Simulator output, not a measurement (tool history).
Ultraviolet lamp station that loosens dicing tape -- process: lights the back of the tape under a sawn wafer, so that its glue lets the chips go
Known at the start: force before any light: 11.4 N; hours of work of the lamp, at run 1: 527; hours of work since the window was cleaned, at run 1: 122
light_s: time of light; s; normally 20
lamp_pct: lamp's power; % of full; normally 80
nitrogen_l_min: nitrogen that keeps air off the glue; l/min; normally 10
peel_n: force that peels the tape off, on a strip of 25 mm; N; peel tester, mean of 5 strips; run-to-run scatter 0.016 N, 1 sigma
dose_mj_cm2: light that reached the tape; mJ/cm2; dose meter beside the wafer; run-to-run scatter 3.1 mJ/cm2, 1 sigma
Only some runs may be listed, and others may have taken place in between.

| run | hour | light_s | lamp_pct | nitrogen_l_min | hours of work of the lamp | hours of work since the window was cleaned | peel_n | dose_mj_cm2 |
|---|---|---|---|---|---|---|---|---|
| 1 | 0.0 | 20 | 80 | 10 | 527 | 122 | 1.230 | 381 |
| 2 | 32.0 | 20 | 80 | 10 | 547 | 141 | 1.197 | 383 |
| 3 | 82.4 | 20 | 80 | 8 | 578 | 172 | 1.462 | 381 |
| 4 | 141.7 | 20 | 68 | 10 | 614 | 209 | 1.778 | 313 |
| 5 | 210.8 | 20 | 68 | 10 | 657 | 251 | 1.837 | 311 |
| 6 | 259.4 | 20 | 80 | 10 | 687 | 281 | 1.415 | 355 |
| 7 | 313.6 | 20 | 80 | 10 | 720 | 314 | 1.411 | 355 |
| 8 | 372.1 | 20 | 80 | 10 | 756 | 350 | 1.427 | 349 |
| 9 | 429.3 | 25 | 80 | 10 | 791 | 386 | 0.936 | 431 |
| 10 | 485.9 | 25 | 80 | 10 | 826 | 420 | 0.991 | 424 |
| 11 | 551.1 | 20 | 80 | 10 | 866 | 460 | 1.598 | 329 |
| 12 | 595.0 | 20 | 80 | 10 | 893 | 487 | 1.640 | 326 |
| 13 | 627.2 | 20 | 80 | 10 | 913 | 507 | 1.746 | 324 |
| 14 | 680.2 | 20 | 80 | 10 | 945 | 540 | 1.762 | 317 |
|  | 725.5 | window cleaned of glue's vapour |
|  | 730.9 | lamp changed |
| 15 | 742.4 | 20 | 80 | 10 | 7 | 10 | 0.784 | 467 |
| 16 | 810.4 | 20 | 80 | 10 | 49 | 52 | 0.824 | 458 |
| 17 | 840.2 | 20 | 80 | 10 | 67 | 70 | 0.827 | 455 |
| 18 | 906.6 | 20 | 80 | 10 | 108 | 111 | 0.863 | 450 |
| 19 | 950.0 | 20 | 68 | 19 | 135 | 137 | 0.869 | 377 |
| 20 | 1006.2 | 15 | 76 | 3 | 169 | 172 | 3.233 | 314 |
| 21 | 1047.2 | 15 | 76 | 3 | 194 | 197 | 3.525 | 305 |
| 22 | 1101.8 | 20 | 82 | 10 | 228 | 231 | 0.919 | 438 |
| 23 | 1139.6 | 30 | 71 | 10 | 251 | 254 | 0.498 | 560 |
| 24 | 1192.1 | 25 | 80 | 5 | 284 | 286 | 1.053 | 522 |
| 25 | 1263.8 | 25 | 80 | 5 | 328 | 330 | 1.082 | 514 |
| 26 | 1313.7 | 11 | 96 | 4 | 358 | 361 | 3.569 | 267 |
| 27 | 1371.2 | 11 | 69 | 7 | 394 | 396 | 4.211 | 185 |
| 28 | 1416.0 | 12 | 80 | 5 | 421 | 424 | 3.748 | 234 |
| 29 | 1475.8 | 12 | 80 | 5 | 458 | 461 | 3.836 | 227 |
| 30 | 1540.4 | 13 | 74 | 7 | 498 | 500 | 3.303 | 225 |
| 31 | 1609.4 | 13 | 74 | 7 | 540 | 543 | 3.430 | 221 |
|  | 1648.2 | window cleaned of glue's vapour |
| 32 | 1650.5 | 13 | 74 | 7 | 565 | 1 | 3.328 | 231 |
| 33 | 1715.3 | 31 | 82 | 7 | 605 | 41 | 0.559 | 595 |
| 34 | 1762.1 | 24 | 80 | 8 | 634 | 70 | 1.009 | 448 |

Each row is a separate what-if for the run after 34, all from the same tool condition, not one after another. Results?
| A | 1803.4 | 20 | 89 | 10 | 659 | 95 | ? | ? |
| B | 1803.4 | 19 | 61 | 6 | 659 | 95 | ? | ? |
| C | 1803.4 | 27 | 74 | 5 | 659 | 95 | ? | ? |

| run | peel_n | dose_mj_cm2 |
|---|---|---|
| A | 1.048 | 408 |
| B | 3.107 | 266 |
| C | 1.332 | 460 |
Had the tool no hidden state, the same runs would have come out as:
| run | peel_n | dose_mj_cm2 |
|---|---|---|
| A | 0.562 | 531 |
| B | 2.102 | 346 |
| C | 0.743 | 597 |

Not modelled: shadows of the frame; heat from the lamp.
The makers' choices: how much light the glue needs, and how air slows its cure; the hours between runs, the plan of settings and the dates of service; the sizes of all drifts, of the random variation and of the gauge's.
